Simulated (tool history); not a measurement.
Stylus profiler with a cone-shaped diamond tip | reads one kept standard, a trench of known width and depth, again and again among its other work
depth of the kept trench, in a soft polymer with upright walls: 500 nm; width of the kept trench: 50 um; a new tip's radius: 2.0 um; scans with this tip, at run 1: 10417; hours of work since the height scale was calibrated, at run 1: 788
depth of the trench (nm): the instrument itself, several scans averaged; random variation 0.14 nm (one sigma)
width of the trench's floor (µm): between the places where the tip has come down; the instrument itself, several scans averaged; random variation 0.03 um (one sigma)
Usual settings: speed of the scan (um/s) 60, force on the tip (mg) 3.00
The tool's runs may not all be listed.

run,hour,speed of the scan (um/s),force on the tip (mg),scans with this tip,hours of work since the height scale was calibrated,depth of the trench (nm),width of the trench's floor (µm)
1,0.0,60,3.00,10417,788,505.59,44.92
2,27.6,60,5.54,10639,805,509.57,44.94
3,48.6,169,5.54,10808,818,509.93,44.56
4,94.9,169,5.54,11179,846,509.56,44.47
5,117.0,169,5.54,11357,859,509.96,44.48
6,138.6,169,2.48,11531,872,504.73,44.12
7,173.1,169,2.48,11808,893,504.63,44.00
8,204.9,169,2.48,12063,913,505.02,43.99
9,248.3,169,2.48,12412,939,504.59,43.99
10,286.2,169,2.48,12717,962,504.52,43.86
11,329.2,169,2.48,13062,988,504.58,43.89
# hour 335.5: new tip fitted, height scale calibrated
12,359.9,36,2.48,196,15,506.81,47.08
13,380.7,31,3.00,363,27,507.88,47.13
14,415.1,31,3.00,640,48,508.00,47.03
15,457.3,31,3.00,979,74,508.12,46.97
16,487.2,31,3.00,1219,92,507.79,46.90
17,526.3,60,3.00,1533,116,507.59,46.66
18,572.3,60,3.00,1903,144,507.72,46.58
19,612.3,60,3.00,2224,168,507.63,46.55
20,645.5,60,3.00,2491,188,507.46,46.46
21,664.5,60,5.78,2644,200,511.79,46.53
22,703.7,60,5.78,2959,224,511.89,46.45
23,739.1,60,5.78,3243,245,511.77,46.41
24,772.0,61,1.56,3507,265,504.64,46.12
25,813.3,38,4.44,3839,290,509.63,46.34
26,841.9,16,7.11,4068,308,513.42,46.36
27,882.9,16,7.11,4398,333,513.16,46.32
28,913.7,73,2.64,4646,351,506.50,45.87
29,946.5,73,2.64,4909,371,506.42,45.90
30,973.9,20,7.87,5130,388,514.45,46.22
31,997.9,20,7.87,5322,403,514.19,46.13
32,1043.4,81,8.67,5687,430,515.21,45.89
33,1075.5,39,4.61,5946,450,509.73,45.90
34,1098.2,57,3.86,6128,464,508.35,45.78
35,1121.6,219,5.02,6316,478,510.38,45.08
36,1161.0,219,5.02,6633,502,509.95,45.03
37,1182.3,219,5.02,6804,515,510.12,45.03
38,1205.5,64,5.02,6990,529,510.18,45.62
39,1231.7,116,3.00,7200,545,506.68,45.22
40,1250.9,181,1.10,7355,556,503.09,44.17
41,1282.7,45,1.31,7610,576,503.31,45.44
42,1318.3,70,5.78,7896,597,511.06,45.49

Forecast each of these 4 alternatives for the next run:
A,1362.0,178,3.00,8247,624,?,?
B,1362.0,117,2.75,8247,624,?,?
C,1362.0,22,1.16,8247,624,?,?
D,1362.0,70,2.94,8247,624,?,?

run,depth of the trench (nm),width of the trench's floor (µm)
A,506.38,44.72
B,506.33,45.05
C,502.82,45.58
D,506.55,45.30
Without the tool's hidden state the same runs would have given:
run,depth of the trench (nm),width of the trench's floor (µm)
A,507.63,46.37
B,507.57,46.69
C,504.06,47.22
D,507.80,46.94
